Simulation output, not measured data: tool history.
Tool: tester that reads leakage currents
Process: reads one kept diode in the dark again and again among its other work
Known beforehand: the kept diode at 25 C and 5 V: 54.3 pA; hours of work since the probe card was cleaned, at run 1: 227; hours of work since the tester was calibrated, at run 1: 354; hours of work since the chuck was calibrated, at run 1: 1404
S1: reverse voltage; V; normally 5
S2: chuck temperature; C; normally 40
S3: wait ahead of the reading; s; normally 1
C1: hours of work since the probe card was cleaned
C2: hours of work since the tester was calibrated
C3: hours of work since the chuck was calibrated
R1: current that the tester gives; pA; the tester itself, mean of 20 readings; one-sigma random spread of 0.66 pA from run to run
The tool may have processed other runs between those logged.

run 1 hour=0 | S1=5 S2=40 S3=1 | C1=227 C2=354 C3=1404 | R1=219.35
run 2 hour=39.1 | S1=5 S2=40 S3=1 | C1=250 C2=377 C3=1427 | R1=219.22
run 3 hour=74.9 | S1=5 S2=40 S3=1 | C1=271 C2=398 C3=1448 | R1=219.6
run 4 hour=114.8 | S1=5 S2=40 S3=1 | C1=295 C2=421 C3=1471 | R1=220.09
run 5 hour=149.7 | S1=5 S2=40 S3=1 | C1=315 C2=441 C3=1492 | R1=220.17
run 6 hour=182.1 | S1=5 S2=40 S3=6.41 | C1=334 C2=460 C3=1511 | R1=219.18
run 7 hour=216.4 | S1=5 S2=57 S3=1 | C1=354 C2=480 C3=1531 | R1=912.46
run 8 hour=256.6 | S1=5 S2=57 S3=1 | C1=378 C2=504 C3=1554 | R1=911.95
run 9 hour=293.9 | S1=3.05 S2=54 S3=9.59 | C1=400 C2=526 C3=1576 | R1=597.94
run 10 hour=332.2 | S1=1.16 S2=54 S3=5.93 | C1=422 C2=548 C3=1599 | R1=419.15
run 11 hour=359.2 | S1=1.09 S2=40 S3=0.36 | C1=438 C2=564 C3=1615 | R1=125.82
run 12 hour=397.4 | S1=1.09 S2=40 S3=0.36 | C1=461 C2=587 C3=1637 | R1=125.46
run 13 hour=422.2 | S1=1.09 S2=49 S3=0.36 | C1=475 C2=601 C3=1651 | R1=272.38

Here are 5 independent what-if runs from the current tool condition. What would each one return?
run A hour=458.2 | S1=4.39 S2=32 S3=0.76 | C1=496 C2=622 C3=1673 | R1=?
run B hour=458.2 | S1=1.09 S2=49 S3=0.51 | C1=496 C2=622 C3=1673 | R1=?
run C hour=458.2 | S1=15.45 S2=40 S3=4.1 | C1=496 C2=622 C3=1673 | R1=?
run D hour=458.2 | S1=5.96 S2=46 S3=1 | C1=496 C2=622 C3=1673 | R1=?
run E hour=458.2 | S1=8.29 S2=49 S3=9.95 | C1=496 C2=622 C3=1673 | R1=?

run=A R1=102.71
run=B R1=271.18
run=C R1=332.46
run=D R1=392.85
run=E R1=572.18
The same runs, with their run-to-run variation unchanged, on a tool lacking any hidden condition would have given:
run=A R1=102.61
run=B R1=270.96
run=C R1=332.15
run=D R1=392.52
run=E R1=571.71
